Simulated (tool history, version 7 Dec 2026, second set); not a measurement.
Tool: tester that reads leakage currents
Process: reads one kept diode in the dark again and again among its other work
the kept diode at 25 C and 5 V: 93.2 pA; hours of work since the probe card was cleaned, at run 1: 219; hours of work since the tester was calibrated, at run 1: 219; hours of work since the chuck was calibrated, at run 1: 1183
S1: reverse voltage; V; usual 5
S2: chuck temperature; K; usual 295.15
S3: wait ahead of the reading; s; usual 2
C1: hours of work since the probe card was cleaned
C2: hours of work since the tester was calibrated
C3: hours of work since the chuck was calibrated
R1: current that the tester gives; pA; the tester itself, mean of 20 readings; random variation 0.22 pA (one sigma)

{"run": 1, "hour": 0.0, "S1": 5, "S2": 295.15, "S3": 2, "C1": 219, "C2": 219, "C3": 1183, "R1": 71.99}
{"run": 2, "hour": 134.6, "S1": 5, "S2": 295.15, "S3": 2, "C1": 288, "C2": 288, "C3": 1252, "R1": 72.71}
{"run": 3, "hour": 267.0, "S1": 5, "S2": 295.15, "S3": 2, "C1": 356, "C2": 356, "C3": 1320, "R1": 72.22}
{"run": 4, "hour": 414.8, "S1": 5, "S2": 329.15, "S3": 2, "C1": 432, "C2": 432, "C3": 1396, "R1": 1021.63}
{"run": 5, "hour": 652.0, "S1": 5, "S2": 329.15, "S3": 2, "C1": 554, "C2": 554, "C3": 1518, "R1": 1016.42}
{"run": 6, "hour": 778.7, "S1": 5, "S2": 295.15, "S3": 2, "C1": 619, "C2": 619, "C3": 1583, "R1": 72.67}
{"run": 7, "hour": 946.4, "S1": 3.96, "S2": 295.15, "S3": 2, "C1": 705, "C2": 705, "C3": 1669, "R1": 64.68}
{"run": 8, "hour": 1137.5, "S1": 5, "S2": 295.15, "S3": 2.5, "C1": 803, "C2": 803, "C3": 1768, "R1": 72.23}
{"run": 9, "hour": 1373.3, "S1": 5, "S2": 295.15, "S3": 2.5, "C1": 925, "C2": 925, "C3": 1889, "R1": 72.79}
{"run": 10, "hour": 1650.1, "S1": 5, "S2": 295.15, "S3": 2, "C1": 1067, "C2": 1067, "C3": 2031, "R1": 72.66}
{"run": 11, "hour": 1800.7, "S1": 9.62, "S2": 295.15, "S3": 2, "C1": 1144, "C2": 1144, "C3": 2109, "R1": 99.22}
{"run": 12, "hour": 2080.1, "S1": 9.62, "S2": 295.15, "S3": 2, "C1": 1288, "C2": 1288, "C3": 2252, "R1": 99.61}
{"hour": 2248.4, "done": "chuck's temperature calibrated"}
{"run": 13, "hour": 2306.5, "S1": 2.53, "S2": 317.15, "S3": 2, "C1": 1403, "C2": 1403, "C3": 30, "R1": 306.58}
{"run": 14, "hour": 2507.3, "S1": 4.56, "S2": 306.15, "S3": 1.23, "C1": 1507, "C2": 1507, "C3": 133, "R1": 174.03}
{"run": 15, "hour": 2653.1, "S1": 2.14, "S2": 320.15, "S3": 4.68, "C1": 1582, "C2": 1582, "C3": 208, "R1": 352.81}
{"run": 16, "hour": 2869.2, "S1": 5.93, "S2": 299.15, "S3": 2, "C1": 1693, "C2": 1693, "C3": 319, "R1": 110.97}
{"run": 17, "hour": 3124.3, "S1": 5, "S2": 309.15, "S3": 2, "C1": 1824, "C2": 1824, "C3": 450, "R1": 230.23}
{"run": 18, "hour": 3285.6, "S1": 5, "S2": 309.15, "S3": 2, "C1": 1907, "C2": 1907, "C3": 533, "R1": 230.89}
{"run": 19, "hour": 3451.7, "S1": 6.99, "S2": 309.15, "S3": 1.65, "C1": 1992, "C2": 1992, "C3": 619, "R1": 272.71}
{"run": 20, "hour": 3574.9, "S1": 16.53, "S2": 309.15, "S3": 0.61, "C1": 2056, "C2": 2056, "C3": 682, "R1": 416.78}

4 ways to go on from here, each from the tool as it stands after run 20. What would each give?
{"run": "A", "hour": 3771.3, "S1": 2.3, "S2": 302.15, "S3": 0.61, "C1": 2157, "C2": 2157, "C3": 783, "R1": "?"}
{"run": "B", "hour": 3771.3, "S1": 1.95, "S2": 295.15, "S3": 2, "C1": 2157, "C2": 2157, "C3": 783, "R1": "?"}
{"run": "C", "hour": 3771.3, "S1": 5, "S2": 300.15, "S3": 3.58, "C1": 2157, "C2": 2157, "C3": 783, "R1": "?"}
{"run": "D", "hour": 3771.3, "S1": 9.96, "S2": 301.15, "S3": 0.72, "C1": 2157, "C2": 2157, "C3": 783, "R1": "?"}

run=A R1=90.2
run=B R1=45.9
run=C R1=110.7
run=D R1=169.54
Without the tool's hidden state the same runs would have given:
run=A R1=90.23
run=B R1=45.9
run=C R1=110.7
run=D R1=169.49

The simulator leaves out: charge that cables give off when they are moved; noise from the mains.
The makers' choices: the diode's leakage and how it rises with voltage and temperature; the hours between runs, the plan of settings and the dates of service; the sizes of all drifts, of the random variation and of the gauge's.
